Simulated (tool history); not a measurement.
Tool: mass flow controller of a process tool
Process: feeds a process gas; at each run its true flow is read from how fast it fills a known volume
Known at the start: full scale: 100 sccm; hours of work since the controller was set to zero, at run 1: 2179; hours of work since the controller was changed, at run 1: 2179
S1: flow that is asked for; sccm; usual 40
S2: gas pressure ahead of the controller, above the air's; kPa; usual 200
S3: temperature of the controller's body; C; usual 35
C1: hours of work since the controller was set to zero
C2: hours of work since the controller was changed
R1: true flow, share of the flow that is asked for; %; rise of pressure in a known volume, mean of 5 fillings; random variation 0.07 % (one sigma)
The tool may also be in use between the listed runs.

run 1 hour=0 | S1=40 S2=200 S3=35 | C1=2179 C2=2179 | R1=98.87
run 2 hour=78.6 | S1=40 S2=199 S3=35 | C1=2216 C2=2216 | R1=98.92
run 3 hour=194.8 | S1=40 S2=199 S3=35 | C1=2271 C2=2271 | R1=98.79
run 4 hour=352.5 | S1=40 S2=199 S3=35 | C1=2346 C2=2346 | R1=98.79
run 5 hour=503.4 | S1=40 S2=228 S3=35 | C1=2418 C2=2418 | R1=98.66
run 6 hour=615.8 | S1=40 S2=231 S3=35 | C1=2471 C2=2471 | R1=98.66
run 7 hour=778.2 | S1=40 S2=200 S3=35 | C1=2548 C2=2548 | R1=98.67
run 8 hour=897.6 | S1=40 S2=200 S3=35 | C1=2604 C2=2604 | R1=98.67
run 9 hour=990.7 | S1=40 S2=200 S3=35 | C1=2649 C2=2649 | R1=98.81
run 10 hour=1114.6 | S1=40 S2=200 S3=35 | C1=2707 C2=2707 | R1=98.7
run 11 hour=1261 | S1=40 S2=187 S3=35 | C1=2777 C2=2777 | R1=98.72
run 12 hour=1425.8 | S1=40 S2=187 S3=35 | C1=2855 C2=2855 | R1=98.8
run 13 hour=1518.2 | S1=40 S2=200 S3=35 | C1=2899 C2=2899 | R1=98.53
run 14 hour=1640.7 | S1=40 S2=200 S3=35 | C1=2957 C2=2957 | R1=98.72
run 15 hour=1749.8 | S1=40 S2=164 S3=35 | C1=3009 C2=3009 | R1=98.71
run 16 hour=1879.8 | S1=32 S2=164 S3=35 | C1=3070 C2=3070 | R1=98.52
run 17 hour=2017.6 | S1=23 S2=164 S3=24 | C1=3135 C2=3135 | R1=97.1
run 18 hour=2126.2 | S1=82 S2=167 S3=20 | C1=3187 C2=3187 | R1=98.68
run 19 hour=2288.1 | S1=82 S2=167 S3=20 | C1=3264 C2=3264 | R1=98.65
run 20 hour=2403.5 | S1=82 S2=167 S3=20 | C1=3318 C2=3318 | R1=98.61
run 21 hour=2562.2 | S1=13 S2=167 S3=31 | C1=3394 C2=3394 | R1=97.14
run 22 hour=2656.4 | S1=13 S2=167 S3=31 | C1=3438 C2=3438 | R1=96.89
run 23 hour=2839.7 | S1=40 S2=200 S3=39 | C1=3525 C2=3525 | R1=98.9
run 24 hour=2988.9 | S1=40 S2=200 S3=39 | C1=3596 C2=3596 | R1=98.87
run 25 hour=3165.7 | S1=40 S2=200 S3=39 | C1=3680 C2=3680 | R1=98.86
run 26 hour=3256 | S1=40 S2=200 S3=39 | C1=3723 C2=3723 | R1=98.86
run 27 hour=3384.9 | S1=36 S2=200 S3=35 | C1=3784 C2=3784 | R1=98.42
run 28 hour=3493.6 | S1=40 S2=270 S3=31 | C1=3835 C2=3835 | R1=97.83
run 29 hour=3648 | S1=40 S2=270 S3=31 | C1=3909 C2=3909 | R1=97.88
run 30 hour=3760.2 | S1=18 S2=270 S3=22 | C1=3962 C2=3962 | R1=95.88

Forecast each of these 5 alternatives for the next run:
run A hour=3929.3 | S1=18 S2=247 S3=26 | C1=4042 C2=4042 | R1=?
run B hour=3929.3 | S1=40 S2=200 S3=31 | C1=4042 C2=4042 | R1=?
run C hour=3929.3 | S1=20 S2=275 S3=35 | C1=4042 C2=4042 | R1=?
run D hour=3929.3 | S1=40 S2=213 S3=21 | C1=4042 C2=4042 | R1=?
run E hour=3929.3 | S1=40 S2=200 S3=20 | C1=4042 C2=4042 | R1=?

run=A R1=96.39
run=B R1=98.08
run=C R1=97.05
run=D R1=97.08
run=E R1=97.15
Without the tool's hidden state the same runs would have given:
run=A R1=97.8
run=B R1=98.98
run=C R1=98.37
run=D R1=97.98
run=E R1=98.05
